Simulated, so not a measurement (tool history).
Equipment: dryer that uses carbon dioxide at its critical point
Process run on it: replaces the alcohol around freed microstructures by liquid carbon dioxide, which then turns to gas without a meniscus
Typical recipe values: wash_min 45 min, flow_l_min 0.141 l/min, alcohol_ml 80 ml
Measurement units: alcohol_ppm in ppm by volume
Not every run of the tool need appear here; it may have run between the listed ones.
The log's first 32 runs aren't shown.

| run | day | wash_min | flow_l_min | alcohol_ml | hours of work since the filter was changed | hours of work since the purifier's bed was changed | alcohol_ppm |
|---|---|---|---|---|---|---|---|
| 33 | 35.058 | 48 | 0.22 | 55 | 160 | 460 | 100 |
| 34 | 36.279 | 36 | 0.1 | 55 | 173 | 473 | 2040 |
| 35 | 37.521 | 36 | 0.205 | 38 | 187 | 487 | 129 |
| 36 | 38.288 | 42 | 0.205 | 38 | 196 | 495 | 108 |
| 37 | 39.638 | 42 | 0.104 | 84 | 210 | 510 | 1611 |
| 38 | 40.629 | 42 | 0.104 | 84 | 221 | 521 | 1645 |
| 39 | 41.842 | 50 | 0.116 | 33 | 235 | 534 | 271 |
| 40 | 42.946 | 50 | 0.209 | 72 | 247 | 547 | 126 |
| 41 | 43.654 | 50 | 0.209 | 72 | 255 | 554 | 113 |
| 42 | 44.642 | 63 | 0.128 | 24 | 266 | 565 | 123 |
| 43 | 45.304 | 63 | 0.128 | 24 | 273 | 573 | 129 |
| 44 | 46.008 | 33 | 0.173 | 21 | 281 | 580 | 231 |
| 45 | 46.833 | 45 | 0.129 | 21 | 290 | 590 | 237 |
| 46 | 47.846 | 45 | 0.129 | 21 | 301 | 601 | 232 |
| 47 | 48.633 | 45 | 0.129 | 21 | 310 | 609 | 245 |

Predict each of these 4 candidate next runs independently; none follows another, all start after run 47:
| A | 50.075 | 45 | 0.09 | 20 | 326 | 625 | ? |
| B | 50.075 | 45 | 0.146 | 80 | 326 | 625 | ? |
| C | 50.075 | 51 | 0.192 | 51 | 326 | 625 | ? |
| D | 50.075 | 45 | 0.113 | 27 | 326 | 625 | ? |

| run | alcohol_ppm |
|---|---|
| A | 691 |
| B | 341 |
| C | 138 |
| D | 429 |
What these runs would have given with no unlogged condition in the tool:
| run | alcohol_ppm |
|---|---|
| A | 389 |
| B | 117 |
| C | 12 |
| D | 190 |
